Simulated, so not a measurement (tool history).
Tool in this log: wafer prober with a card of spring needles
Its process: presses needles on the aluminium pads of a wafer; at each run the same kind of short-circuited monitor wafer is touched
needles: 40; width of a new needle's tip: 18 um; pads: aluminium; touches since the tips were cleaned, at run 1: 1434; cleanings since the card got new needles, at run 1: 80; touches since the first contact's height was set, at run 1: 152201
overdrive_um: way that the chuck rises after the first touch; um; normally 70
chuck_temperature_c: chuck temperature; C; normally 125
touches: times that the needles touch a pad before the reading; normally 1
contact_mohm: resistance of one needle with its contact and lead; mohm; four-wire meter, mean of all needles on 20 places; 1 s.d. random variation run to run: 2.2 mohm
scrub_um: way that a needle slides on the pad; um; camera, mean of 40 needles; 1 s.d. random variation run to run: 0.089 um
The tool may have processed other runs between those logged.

| run | hour | overdrive_um | chuck_temperature_c | touches | touches since the tips were cleaned | cleanings since the card got new needles | touches since the first contact's height was set | contact_mohm | scrub_um |
|---|---|---|---|---|---|---|---|---|---|
| 1 | 0.0 | 70 | 125 | 1 | 1434 | 80 | 152201 | 246 | 13.68 |
|  | 1.8 | tips cleaned on abrasive film |
|  | 10.2 | tips cleaned on abrasive film |
|  | 18.7 | tips cleaned on abrasive film |
|  | 24.0 | height of the first contact set anew |
|  | 25.7 | tips cleaned on abrasive film |
|  | 34.2 | tips cleaned on abrasive film |
|  | 42.6 | tips cleaned on abrasive film |
|  | 49.4 | tips cleaned on abrasive film |
|  | 57.9 | tips cleaned on abrasive film |
|  | 66.3 | tips cleaned on abrasive film |
| 2 | 69.1 | 70 | 125 | 1 | 655 | 89 | 10439 | 251 | 13.84 |
|  | 74.2 | tips cleaned on abrasive film |
|  | 82.7 | tips cleaned on abrasive film |
|  | 91.1 | tips cleaned on abrasive film |
|  | 99.6 | tips cleaned on abrasive film |
|  | 108.0 | tips cleaned on abrasive film |
|  | 116.5 | tips cleaned on abrasive film |
|  | 123.3 | tips cleaned on abrasive film |
|  | 131.7 | tips cleaned on abrasive film |
|  | 140.1 | tips cleaned on abrasive film |
| 3 | 145.4 | 70 | 25 | 1 | 1235 | 98 | 28110 | 229 | 13.94 |
|  | 147.2 | tips cleaned on abrasive film |
|  | 155.7 | tips cleaned on abrasive film |
|  | 162.4 | tips cleaned on abrasive film |
|  | 170.9 | tips cleaned on abrasive film |
|  | 179.3 | tips cleaned on abrasive film |
|  | 186.1 | tips cleaned on abrasive film |
|  | 194.6 | tips cleaned on abrasive film |
|  | 203.0 | tips cleaned on abrasive film |
|  | 209.8 | tips cleaned on abrasive film |
|  | 218.2 | tips cleaned on abrasive film |
| 4 | 219.4 | 70 | 125 | 1 | 271 | 108 | 45213 | 254 | 13.93 |
|  | 226.2 | tips cleaned on abrasive film |
|  | 234.6 | tips cleaned on abrasive film |
|  | 243.1 | tips cleaned on abrasive film |
|  | 249.9 | tips cleaned on abrasive film |
|  | 258.3 | tips cleaned on abrasive film |
|  | 265.1 | tips cleaned on abrasive film |
|  | 273.5 | tips cleaned on abrasive film |
|  | 282.0 | tips cleaned on abrasive film |
|  | 288.8 | tips cleaned on abrasive film |
|  | 297.2 | tips cleaned on abrasive film |
|  | 305.7 | tips cleaned on abrasive film |
| 5 | 308.1 | 75 | 125 | 1 | 570 | 119 | 65741 | 252 | 14.95 |
|  | 313.2 | tips cleaned on abrasive film |
|  | 321.7 | tips cleaned on abrasive film |
|  | 330.1 | tips cleaned on abrasive film |
|  | 338.6 | tips cleaned on abrasive film |
|  | 347.0 | tips cleaned on abrasive film |
|  | 355.4 | tips cleaned on abrasive film |
|  | 363.9 | tips cleaned on abrasive film |
|  | 372.3 | tips cleaned on abrasive film |
|  | 380.8 | tips cleaned on abrasive film |
|  | 389.2 | tips cleaned on abrasive film |
|  | 397.7 | tips cleaned on abrasive film |
| 6 | 400.8 | 75 | 125 | 1 | 725 | 130 | 87207 | 252 | 14.92 |
|  | 405.9 | tips cleaned on abrasive film |
|  | 412.7 | tips cleaned on abrasive film |
|  | 421.1 | tips cleaned on abrasive film |
|  | 429.6 | tips cleaned on abrasive film |
|  | 438.0 | tips cleaned on abrasive film |
|  | 446.5 | tips cleaned on abrasive film |
|  | 454.9 | tips cleaned on abrasive film |
|  | 463.4 | tips cleaned on abrasive film |
|  | 471.8 | tips cleaned on abrasive film |
| 7 | 475.2 | 75 | 125 | 1 | 792 | 139 | 104436 | 251 | 14.83 |
|  | 478.7 | tips cleaned on abrasive film |
|  | 487.1 | tips cleaned on abrasive film |
|  | 493.9 | tips cleaned on abrasive film |
|  | 502.3 | tips cleaned on abrasive film |
|  | 509.1 | tips cleaned on abrasive film |
|  | 517.6 | tips cleaned on abrasive film |
|  | 524.4 | tips cleaned on abrasive film |
|  | 532.8 | tips cleaned on abrasive film |
|  | 541.2 | tips cleaned on abrasive film |
|  | 548.0 | tips cleaned on abrasive film |
|  | 556.5 | tips cleaned on abrasive film |
|  | 564.9 | tips cleaned on abrasive film |
| 8 | 564.9 | 70 | 125 | 2 | 0 | 151 | 125169 | 253 | 13.89 |
|  | 573.3 | tips cleaned on abrasive film |
|  | 581.8 | tips cleaned on abrasive film |
|  | 588.5 | tips cleaned on abrasive film |
|  | 597.0 | tips cleaned on abrasive film |
|  | 605.4 | tips cleaned on abrasive film |
|  | 613.9 | tips cleaned on abrasive film |
|  | 622.3 | tips cleaned on abrasive film |
| 9 | 623.0 | 70 | 125 | 2 | 146 | 158 | 138620 | 251 | 14.04 |
|  | 629.7 | tips cleaned on abrasive film |
|  | 638.2 | tips cleaned on abrasive film |
|  | 645.0 | tips cleaned on abrasive film |
|  | 653.4 | tips cleaned on abrasive film |
|  | 661.9 | tips cleaned on abrasive film |
| 10 | 667.3 | 70 | 125 | 2 | 1260 | 163 | 148881 | 254 | 13.88 |
|  | 669.0 | tips cleaned on abrasive film |
|  | 677.5 | tips cleaned on abrasive film |
|  | 685.9 | tips cleaned on abrasive film |
|  | 692.7 | tips cleaned on abrasive film |
|  | 701.1 | tips cleaned on abrasive film |
|  | 704.8 | height of the first contact set anew |
|  | 709.9 | tips cleaned on abrasive film |
|  | 718.3 | tips cleaned on abrasive film |
|  | 726.8 | tips cleaned on abrasive film |
|  | 735.2 | tips cleaned on abrasive film |
|  | 743.7 | tips cleaned on abrasive film |
|  | 750.5 | tips cleaned on abrasive film |
| 11 | 753.1 | 70 | 74 | 1 | 622 | 174 | 11189 | 241 | 14.03 |
|  | 758.2 | tips cleaned on abrasive film |
|  | 765.0 | tips cleaned on abrasive film |
|  | 773.5 | tips cleaned on abrasive film |
|  | 780.2 | tips cleaned on abrasive film |
|  | 788.7 | tips cleaned on abrasive film |
|  | 795.5 | tips cleaned on abrasive film |
|  | 803.9 | tips cleaned on abrasive film |
|  | 812.4 | tips cleaned on abrasive film |
|  | 820.8 | tips cleaned on abrasive film |
| 12 | 823.2 | 70 | 74 | 1 | 569 | 183 | 27410 | 238 | 13.92 |
|  | 828.4 | tips cleaned on abrasive film |
|  | 835.1 | tips cleaned on abrasive film |
|  | 843.6 | tips cleaned on abrasive film |
|  | 852.0 | tips cleaned on abrasive film |
|  | 858.8 | tips cleaned on abrasive film |
|  | 865.6 | tips cleaned on abrasive film |
|  | 874.0 | tips cleaned on abrasive film |
|  | 882.5 | tips cleaned on abrasive film |
| 13 | 888.2 | 70 | 74 | 1 | 1340 | 191 | 42447 | 239 | 13.83 |
|  | 890.0 | tips cleaned on abrasive film |
|  | 898.4 | tips cleaned on abrasive film |
|  | 905.2 | tips cleaned on abrasive film |
|  | 913.7 | tips cleaned on abrasive film |
|  | 922.1 | tips cleaned on abrasive film |
|  | 930.5 | tips cleaned on abrasive film |
|  | 937.3 | tips cleaned on abrasive film |
|  | 945.8 | tips cleaned on abrasive film |
|  | 952.6 | tips cleaned on abrasive film |
|  | 961.0 | tips cleaned on abrasive film |
|  | 967.8 | tips cleaned on abrasive film |
|  | 976.2 | tips cleaned on abrasive film |
| 14 | 979.7 | 73 | 98 | 1 | 804 | 203 | 63599 | 242 | 14.63 |
|  | 983.1 | tips cleaned on abrasive film |
|  | 991.6 | tips cleaned on abrasive film |
|  | 1000.0 | tips cleaned on abrasive film |
|  | 1008.5 | tips cleaned on abrasive film |
|  | 1016.9 | tips cleaned on abrasive film |
|  | 1025.4 | tips cleaned on abrasive film |
|  | 1033.8 | tips cleaned on abrasive film |
|  | 1042.3 | tips cleaned on abrasive film |
|  | 1050.7 | tips cleaned on abrasive film |
|  | 1059.2 | tips cleaned on abrasive film |
| 15 | 1062.4 | 70 | 54 | 2 | 756 | 213 | 82754 | 237 | 13.92 |
|  | 1067.5 | tips cleaned on abrasive film |
|  | 1076.0 | tips cleaned on abrasive film |
|  | 1084.4 | tips cleaned on abrasive film |
|  | 1092.9 | tips cleaned on abrasive film |
|  | 1101.3 | tips cleaned on abrasive film |
|  | 1109.4 | tips cleaned on abrasive film |
| 16 | 1109.4 | 67 | 95 | 1 | 0 | 219 | 93633 | 245 | 13.20 |
|  | 1117.9 | tips cleaned on abrasive film |
|  | 1124.6 | tips cleaned on abrasive film |
|  | 1133.1 | tips cleaned on abrasive film |
|  | 1139.9 | tips cleaned on abrasive film |
|  | 1148.3 | tips cleaned on abrasive film |
| 17 | 1154.8 | 70 | 94 | 1 | 1522 | 224 | 104156 | 243 | 13.67 |
|  | 1156.6 | tips cleaned on abrasive film |
|  | 1165.0 | tips cleaned on abrasive film |
|  | 1173.5 | tips cleaned on abrasive film |
|  | 1180.3 | tips cleaned on abrasive film |
|  | 1188.7 | tips cleaned on abrasive film |
|  | 1195.5 | tips cleaned on abrasive film |
|  | 1203.9 | tips cleaned on abrasive film |
|  | 1210.7 | tips cleaned on abrasive film |
|  | 1219.2 | tips cleaned on abrasive film |
|  | 1226.0 | tips cleaned on abrasive film |
|  | 1234.4 | tips cleaned on abrasive film |
|  | 1241.2 | tips cleaned on abrasive film |
|  | 1249.6 | tips cleaned on abrasive film |
| 18 | 1250.1 | 70 | 94 | 3 | 116 | 237 | 126187 | 241 | 13.86 |

For run 19, what comes out?
|  | 1256.9 | tips cleaned on abrasive film |
|  | 1263.7 | tips cleaned on abrasive film |
|  | 1272.1 | tips cleaned on abrasive film |
|  | 1280.6 | tips cleaned on abrasive film |
|  | 1289.0 | tips cleaned on abrasive film |
|  | 1297.5 | tips cleaned on abrasive film |
|  | 1305.9 | tips cleaned on abrasive film |
|  | 1314.4 | tips cleaned on abrasive film |
|  | 1322.8 | tips cleaned on abrasive film |
|  | 1331.3 | tips cleaned on abrasive film |
|  | 1339.7 | tips cleaned on abrasive film |
| 19 | 1345.1 | 61 | 117 | 2 | 1267 | 248 | 148195 | ? | ? |

contact_mohm: 252 mohm
scrub_um: 11.98 um
Minus the tool's unlogged condition, the same run would have read contact_mohm 252 mohm, scrub_um 12.01 um.
